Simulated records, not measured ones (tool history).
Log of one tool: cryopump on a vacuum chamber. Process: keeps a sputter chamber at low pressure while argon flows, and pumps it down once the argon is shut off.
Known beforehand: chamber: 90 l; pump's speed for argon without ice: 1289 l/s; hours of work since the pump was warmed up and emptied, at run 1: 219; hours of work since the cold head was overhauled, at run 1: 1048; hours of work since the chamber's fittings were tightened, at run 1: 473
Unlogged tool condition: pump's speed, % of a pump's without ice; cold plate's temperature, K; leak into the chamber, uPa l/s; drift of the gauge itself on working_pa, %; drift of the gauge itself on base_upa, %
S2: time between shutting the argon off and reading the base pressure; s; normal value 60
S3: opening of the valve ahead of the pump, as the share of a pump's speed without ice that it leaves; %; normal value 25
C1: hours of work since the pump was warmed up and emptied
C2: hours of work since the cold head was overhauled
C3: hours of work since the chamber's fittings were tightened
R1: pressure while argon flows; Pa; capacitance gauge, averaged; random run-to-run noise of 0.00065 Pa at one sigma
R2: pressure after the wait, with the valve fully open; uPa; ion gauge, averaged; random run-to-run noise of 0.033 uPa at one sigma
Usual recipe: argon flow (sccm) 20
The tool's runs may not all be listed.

{"run": 1, "hour": 0.0, "argon flow (sccm)": 20, "S2": 60, "S3": 25, "C1": 219, "C2": 1048, "C3": 473, "R1": 0.1104, "R2": 2.73}
{"run": 2, "hour": 15.2, "argon flow (sccm)": 20, "S2": 60, "S3": 25, "C1": 232, "C2": 1062, "C3": 487, "R1": 0.1104, "R2": 2.81}
{"run": 3, "hour": 46.6, "argon flow (sccm)": 20, "S2": 60, "S3": 25, "C1": 261, "C2": 1090, "C3": 515, "R1": 0.1102, "R2": 2.79}
{"run": 4, "hour": 83.3, "argon flow (sccm)": 20, "S2": 60, "S3": 25, "C1": 294, "C2": 1123, "C3": 548, "R1": 0.112, "R2": 2.98}
{"run": 5, "hour": 115.1, "argon flow (sccm)": 20, "S2": 60, "S3": 25, "C1": 322, "C2": 1152, "C3": 577, "R1": 0.1117, "R2": 3.08}
{"run": 6, "hour": 150.1, "argon flow (sccm)": 17, "S2": 60, "S3": 25, "C1": 354, "C2": 1183, "C3": 608, "R1": 0.0958, "R2": 3.17}
{"run": 7, "hour": 182.3, "argon flow (sccm)": 17, "S2": 60, "S3": 25, "C1": 383, "C2": 1212, "C3": 637, "R1": 0.0965, "R2": 3.4}
{"hour": 204.0, "done": "pump warmed up, emptied and cooled again"}
{"run": 8, "hour": 218.1, "argon flow (sccm)": 17, "S2": 60, "S3": 25, "C1": 13, "C2": 1240, "C3": 665, "R1": 0.0904, "R2": 2.91}
{"run": 9, "hour": 250.5, "argon flow (sccm)": 17, "S2": 60, "S3": 25, "C1": 42, "C2": 1269, "C3": 694, "R1": 0.0896, "R2": 3.0}
{"run": 10, "hour": 266.4, "argon flow (sccm)": 20, "S2": 60, "S3": 31, "C1": 56, "C2": 1283, "C3": 708, "R1": 0.0859, "R2": 3.08}
{"run": 11, "hour": 282.3, "argon flow (sccm)": 20, "S2": 60, "S3": 31, "C1": 70, "C2": 1298, "C3": 723, "R1": 0.0864, "R2": 3.13}
{"run": 12, "hour": 308.6, "argon flow (sccm)": 20, "S2": 60, "S3": 25, "C1": 94, "C2": 1321, "C3": 746, "R1": 0.1069, "R2": 3.09}
{"run": 13, "hour": 330.4, "argon flow (sccm)": 20, "S2": 60, "S3": 25, "C1": 114, "C2": 1341, "C3": 766, "R1": 0.1061, "R2": 3.23}
{"run": 14, "hour": 365.2, "argon flow (sccm)": 20, "S2": 60, "S3": 25, "C1": 145, "C2": 1372, "C3": 797, "R1": 0.1083, "R2": 3.29}
{"run": 15, "hour": 395.2, "argon flow (sccm)": 20, "S2": 64, "S3": 25, "C1": 172, "C2": 1399, "C3": 824, "R1": 0.1086, "R2": 3.27}
{"run": 16, "hour": 416.5, "argon flow (sccm)": 20, "S2": 60, "S3": 34, "C1": 191, "C2": 1419, "C3": 843, "R1": 0.0807, "R2": 3.45}
{"run": 17, "hour": 444.2, "argon flow (sccm)": 20, "S2": 166, "S3": 25, "C1": 216, "C2": 1443, "C3": 868, "R1": 0.1089, "R2": 2.68}
{"run": 18, "hour": 463.0, "argon flow (sccm)": 12, "S2": 184, "S3": 59, "C1": 233, "C2": 1460, "C3": 885, "R1": 0.0301, "R2": 2.64}
{"run": 19, "hour": 496.2, "argon flow (sccm)": 36, "S2": 184, "S3": 59, "C1": 263, "C2": 1490, "C3": 915, "R1": 0.0892, "R2": 2.72}
{"run": 20, "hour": 523.2, "argon flow (sccm)": 20, "S2": 228, "S3": 25, "C1": 287, "C2": 1514, "C3": 939, "R1": 0.1113, "R2": 2.78}
{"run": 21, "hour": 557.0, "argon flow (sccm)": 36, "S2": 23, "S3": 18, "C1": 318, "C2": 1545, "C3": 970, "R1": 0.2739, "R2": 6.26}
{"run": 22, "hour": 592.6, "argon flow (sccm)": 19, "S2": 113, "S3": 41, "C1": 350, "C2": 1577, "C3": 1002, "R1": 0.0682, "R2": 3.42}
{"run": 23, "hour": 626.4, "argon flow (sccm)": 16, "S2": 68, "S3": 15, "C1": 380, "C2": 1607, "C3": 1032, "R1": 0.1452, "R2": 3.93}
{"hour": 651.5, "done": "pump warmed up, emptied and cooled again"}
{"run": 24, "hour": 652.0, "argon flow (sccm)": 21, "S2": 63, "S3": 15, "C1": 0, "C2": 1626, "C3": 1051, "R1": 0.1854, "R2": 3.56}
{"run": 25, "hour": 670.9, "argon flow (sccm)": 21, "S2": 272, "S3": 26, "C1": 18, "C2": 1643, "C3": 1068, "R1": 0.1067, "R2": 2.48}
{"run": 26, "hour": 695.8, "argon flow (sccm)": 10, "S2": 255, "S3": 34, "C1": 40, "C2": 1665, "C3": 1090, "R1": 0.0389, "R2": 2.56}
{"run": 27, "hour": 724.5, "argon flow (sccm)": 10, "S2": 49, "S3": 17, "C1": 66, "C2": 1691, "C3": 1116, "R1": 0.0786, "R2": 4.15}
{"run": 28, "hour": 751.7, "argon flow (sccm)": 9, "S2": 60, "S3": 25, "C1": 90, "C2": 1715, "C3": 1140, "R1": 0.0475, "R2": 3.87}
{"run": 29, "hour": 782.8, "argon flow (sccm)": 20, "S2": 66, "S3": 41, "C1": 118, "C2": 1743, "C3": 1168, "R1": 0.0663, "R2": 3.9}
{"run": 30, "hour": 805.6, "argon flow (sccm)": 20, "S2": 66, "S3": 41, "C1": 139, "C2": 1764, "C3": 1189, "R1": 0.0672, "R2": 3.94}

Forecast run 31:
{"run": 31, "hour": 827.1, "argon flow (sccm)": 24, "S2": 26, "S3": 26, "C1": 158, "C2": 1783, "C3": 1208, "R1": "?", "R2": "?"}

{"run 31": {"R1": 0.1266, "R2": 6.32}}
The same run, on a tool lacking any hidden state, would have yielded R1 0.1226 Pa, R2 3.79 uPa.
